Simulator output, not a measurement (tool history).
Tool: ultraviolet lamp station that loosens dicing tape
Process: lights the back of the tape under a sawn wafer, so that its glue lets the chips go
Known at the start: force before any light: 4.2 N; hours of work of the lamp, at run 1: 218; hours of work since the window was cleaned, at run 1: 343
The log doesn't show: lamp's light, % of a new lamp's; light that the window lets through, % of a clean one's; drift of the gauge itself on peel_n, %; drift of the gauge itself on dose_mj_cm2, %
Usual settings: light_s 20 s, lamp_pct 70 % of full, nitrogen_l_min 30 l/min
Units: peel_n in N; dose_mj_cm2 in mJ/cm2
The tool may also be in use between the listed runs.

| run | day | light_s | lamp_pct | nitrogen_l_min | hours of work of the lamp | hours of work since the window was cleaned | peel_n | dose_mj_cm2 |
|---|---|---|---|---|---|---|---|---|
| 1 | 0.000 | 20 | 70 | 30 | 218 | 343 | 0.334 | 460 |
| 2 | 0.392 | 20 | 73 | 30 | 224 | 349 | 0.300 | 480 |
| 3 | 0.738 | 20 | 73 | 10 | 230 | 355 | 0.686 | 484 |
| 4 | 1.058 | 20 | 73 | 10 | 235 | 360 | 0.680 | 483 |
| 5 | 1.612 | 20 | 70 | 30 | 244 | 369 | 0.318 | 457 |
| 6 | 1.917 | 20 | 70 | 30 | 248 | 374 | 0.323 | 469 |
| 7 | 2.479 | 20 | 70 | 30 | 257 | 382 | 0.320 | 458 |
| 8 | 3.021 | 30 | 70 | 30 | 266 | 391 | 0.126 | 690 |
| 9 | 3.567 | 30 | 70 | 30 | 274 | 400 | 0.117 | 691 |
| 10 | 4.108 | 20 | 70 | 35 | 283 | 408 | 0.285 | 462 |
| 11 | 4.458 | 12 | 66 | 43 | 289 | 414 | 0.813 | 263 |
| 12 | 4.929 | 30 | 66 | 21 | 296 | 421 | 0.194 | 646 |
| 13 | 5.325 | 13 | 77 | 50 | 302 | 428 | 0.492 | 332 |
| 14 | 5.650 | 12 | 70 | 31 | 307 | 433 | 0.843 | 279 |
| 15 | 6.138 | 30 | 65 | 30 | 315 | 440 | 0.147 | 649 |
| 16 | 6.521 | 30 | 65 | 30 | 321 | 446 | 0.150 | 636 |
| 17 | 7.096 | 14 | 92 | 38 | 330 | 456 | 0.325 | 427 |

5 ways to go on from here, each from the tool as it stands after run 17. What would each give?
| A | 7.671 | 20 | 84 | 20 | 339 | 465 | ? | ? |
| B | 7.671 | 26 | 92 | 38 | 339 | 465 | ? | ? |
| C | 7.671 | 21 | 70 | 30 | 339 | 465 | ? | ? |
| D | 7.671 | 29 | 92 | 17 | 339 | 465 | ? | ? |
| E | 7.671 | 20 | 84 | 30 | 339 | 465 | ? | ? |

| run | peel_n | dose_mj_cm2 |
|---|---|---|
| A | 0.299 | 560 |
| B | 0.088 | 790 |
| C | 0.298 | 488 |
| D | 0.111 | 880 |
| E | 0.218 | 553 |
Without the tool's hidden state the same runs would have given:
| run | peel_n | dose_mj_cm2 |
|---|---|---|
| A | 0.298 | 561 |
| B | 0.087 | 792 |
| C | 0.296 | 489 |
| D | 0.111 | 881 |
| E | 0.217 | 554 |
